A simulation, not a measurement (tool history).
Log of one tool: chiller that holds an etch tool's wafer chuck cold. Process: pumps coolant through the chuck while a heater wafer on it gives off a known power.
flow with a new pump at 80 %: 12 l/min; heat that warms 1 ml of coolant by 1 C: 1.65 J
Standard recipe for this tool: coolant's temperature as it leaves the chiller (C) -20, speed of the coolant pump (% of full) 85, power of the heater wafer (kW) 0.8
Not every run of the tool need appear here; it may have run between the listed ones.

| run | hour | coolant's temperature as it leaves the chiller (C) | speed of the coolant pump (% of full) | power of the heater wafer (kW) | chuck's temperature once it has settled (C) | how much warmer the coolant comes back (C) |
|---|---|---|---|---|---|---|
| 1 | 0 | -20 | 85 | 0.8 | -13.96 | 2.29 |
| 2 | 33.8 | -20 | 85 | 0.8 | -13.96 | 2.32 |
| 3 | 81.1 | -20 | 85 | 0.8 | -13.95 | 2.32 |
| 4 | 140.9 | -20 | 85 | 0.8 | -13.98 | 2.32 |
| 5 | 172.8 | -20 | 85 | 0.899 | -13.15 | 2.63 |
| 6 | 210.8 | -15 | 85 | 0.8 | -8.81 | 2.3 |
| 7 | 244.8 | -12 | 85 | 0.8 | -5.92 | 2.3 |
| 8 | 289.2 | -12 | 85 | 0.8 | -5.92 | 2.31 |
| 9 | 343.3 | -12 | 85 | 0.8 | -5.93 | 2.34 |
| 10 | 401.9 | -12 | 75 | 0.8 | -5.54 | 2.59 |
| 11 | 435.9 | -12 | 75 | 0.8 | -5.44 | 2.61 |
|  | 442.3 | chiller's thermometer calibrated |
| 12 | 474.5 | -20 | 85 | 0.711 | -14.58 | 2.09 |
| 13 | 535.6 | -22 | 81 | 0.581 | -17.41 | 1.77 |
| 14 | 573.6 | -23 | 91 | 0.8 | -17.07 | 2.17 |
| 15 | 632.6 | -23 | 91 | 0.8 | -17.19 | 2.17 |
| 16 | 659 | -11 | 85 | 0.8 | -4.96 | 2.3 |
| 17 | 718.4 | -27 | 92 | 0.435 | -23.87 | 1.15 |
| 18 | 776.3 | -27 | 92 | 0.435 | -23.85 | 1.17 |
|  | 789 | chiller's thermometer calibrated, once more |
| 19 | 827.1 | -28 | 93 | 0.435 | -24.78 | 1.14 |
| 20 | 864.1 | -28 | 93 | 0.435 | -24.76 | 1.12 |
| 21 | 907.8 | -28 | 93 | 0.435 | -24.76 | 1.15 |
| 22 | 940.7 | -28 | 87 | 0.403 | -24.84 | 1.19 |
| 23 | 997.8 | -20 | 94 | 0.975 | -12.92 | 2.58 |

Branching from run 23: 3 alternative next runs. What would each branch give?
| A | 1060.3 | -20 | 85 | 0.495 | ? | ? |
| B | 1060.3 | -24 | 85 | 0.8 | ? | ? |
| C | 1060.3 | -20 | 76 | 0.8 | ? | ? |

| run | chuck's temperature once it has settled (C) | how much warmer the coolant comes back (C) |
|---|---|---|
| A | -16.23 | 1.43 |
| B | -17.78 | 2.31 |
| C | -13.34 | 2.63 |
Take away the tool's hidden state, keep each run's random variation, and the runs would have read:
| run | chuck's temperature once it has settled (C) | how much warmer the coolant comes back (C) |
|---|---|---|
| A | -16.47 | 1.4 |
| B | -18.17 | 2.27 |
| C | -13.75 | 2.59 |
